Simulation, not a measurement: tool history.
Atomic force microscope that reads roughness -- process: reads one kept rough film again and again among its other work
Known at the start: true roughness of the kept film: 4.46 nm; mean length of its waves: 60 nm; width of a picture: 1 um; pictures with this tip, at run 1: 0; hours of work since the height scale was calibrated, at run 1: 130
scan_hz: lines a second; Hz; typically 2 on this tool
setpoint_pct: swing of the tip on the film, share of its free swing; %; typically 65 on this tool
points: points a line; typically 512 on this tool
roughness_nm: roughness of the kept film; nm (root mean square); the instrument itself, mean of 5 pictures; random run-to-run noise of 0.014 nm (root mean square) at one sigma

| run | hour | scan_hz | setpoint_pct | points | pictures with this tip | hours of work since the height scale was calibrated | roughness_nm |
|---|---|---|---|---|---|---|---|
| 1 | 0 | 2 | 65 | 512 | 0 | 130 | 3.941 |
| 2 | 3.9 | 2 | 65 | 501 | 6 | 132 | 3.891 |
| 3 | 9.2 | 2 | 65 | 501 | 13 | 135 | 3.92 |
| 4 | 15.7 | 2 | 65 | 512 | 22 | 138 | 3.865 |
| 5 | 23.4 | 2 | 65 | 512 | 32 | 142 | 3.837 |
| 6 | 28 | 2 | 65 | 512 | 39 | 144 | 3.816 |
| 7 | 37.1 | 2 | 65 | 512 | 51 | 148 | 3.778 |
| 8 | 43.2 | 2 | 78 | 512 | 60 | 151 | 3.416 |
| 9 | 51.7 | 2 | 66 | 512 | 71 | 155 | 3.705 |
| 10 | 57.7 | 2 | 66 | 512 | 80 | 158 | 3.669 |
| 11 | 65.4 | 0.53 | 66 | 512 | 90 | 161 | 3.941 |
|  | 67.7 | new tip fitted |
| 12 | 72.8 | 0.53 | 66 | 512 | 7 | 165 | 4.191 |
| 13 | 79.5 | 0.53 | 66 | 512 | 16 | 168 | 4.156 |
| 14 | 87.8 | 2 | 81 | 512 | 27 | 172 | 3.428 |
| 15 | 96.9 | 1.09 | 65 | 512 | 40 | 176 | 3.997 |
| 16 | 102.8 | 2 | 66 | 512 | 48 | 179 | 3.735 |
| 17 | 110.5 | 2 | 66 | 512 | 58 | 183 | 3.748 |
| 18 | 115.7 | 2 | 66 | 512 | 66 | 185 | 3.725 |
| 19 | 120 | 2 | 66 | 512 | 72 | 187 | 3.708 |
|  | 121.8 | height scale calibrated on a step standard |
| 20 | 130.2 | 2 | 66 | 512 | 84 | 4 | 3.695 |
| 21 | 135.4 | 0.96 | 67 | 512 | 91 | 6 | 3.812 |
|  | 137 | new tip fitted |
| 22 | 141.9 | 0.96 | 67 | 512 | 7 | 9 | 4.068 |
| 23 | 149.8 | 2.12 | 60 | 344 | 17 | 13 | 3.952 |

Run 24 is up next; what results do you expect?
|  | 151.6 | height scale calibrated on a step standard, once more |
| 24 | 159.8 | 0.62 | 66 | 406 | 30 | 4 | ? |

{"run 24": {"roughness_nm": 4.084}}
The same run, on a tool lacking any hidden state, would have yielded roughness_nm 4.17 nm (root mean square).
